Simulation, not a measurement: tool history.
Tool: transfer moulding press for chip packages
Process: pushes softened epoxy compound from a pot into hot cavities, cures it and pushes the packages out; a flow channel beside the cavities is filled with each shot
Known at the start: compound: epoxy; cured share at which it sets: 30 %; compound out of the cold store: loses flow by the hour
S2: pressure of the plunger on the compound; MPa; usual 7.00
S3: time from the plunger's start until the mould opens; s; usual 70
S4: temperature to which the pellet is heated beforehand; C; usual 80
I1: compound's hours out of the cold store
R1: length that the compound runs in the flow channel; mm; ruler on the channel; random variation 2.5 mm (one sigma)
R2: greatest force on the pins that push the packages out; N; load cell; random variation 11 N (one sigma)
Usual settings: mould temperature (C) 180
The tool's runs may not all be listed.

run 1 hour=0.0 | mould_temperature_(C)=180 S2=7.00 S3=70 S4=80 | I1=17.8 | R1=957 R2=493
run 2 hour=8.5 | mould_temperature_(C)=172 S2=7.00 S3=70 S4=80 | I1=25.4 | R1=941 R2=822
run 3 hour=15.6 | mould_temperature_(C)=181 S2=7.00 S3=70 S4=80 | I1=36.9 | R1=864 R2=485
run 4 hour=20.9 | mould_temperature_(C)=181 S2=7.00 S3=70 S4=80 | I1=31.1 | R1=897 R2=455
run 5 hour=30.4 | mould_temperature_(C)=181 S2=7.00 S3=70 S4=80 | I1=10.4 | R1=989 R2=493
run 6 hour=37.2 | mould_temperature_(C)=180 S2=7.00 S3=51 S4=80 | I1=29.8 | R1=897 R2=1075
run 7 hour=43.6 | mould_temperature_(C)=180 S2=7.00 S3=70 S4=80 | I1=45.1 | R1=833 R2=486
run 8 hour=47.7 | mould_temperature_(C)=180 S2=7.00 S3=70 S4=80 | I1=37.3 | R1=868 R2=512
run 9 hour=53.2 | mould_temperature_(C)=179 S2=6.87 S3=50 S4=76 | I1=23.4 | R1=920 R2=1248

Run 10 comes next. What will it give?
-- hour=57.5 cavities cleaned with cleaning compound and waxed
run 10 hour=61.9 | mould_temperature_(C)=187 S2=7.00 S3=70 S4=74 | I1=26.0 | R1=? R2=?

R1: 897 mm
R2: 421 N
Without the tool's hidden state the same run would have given R1 897 mm, R2 420 N.

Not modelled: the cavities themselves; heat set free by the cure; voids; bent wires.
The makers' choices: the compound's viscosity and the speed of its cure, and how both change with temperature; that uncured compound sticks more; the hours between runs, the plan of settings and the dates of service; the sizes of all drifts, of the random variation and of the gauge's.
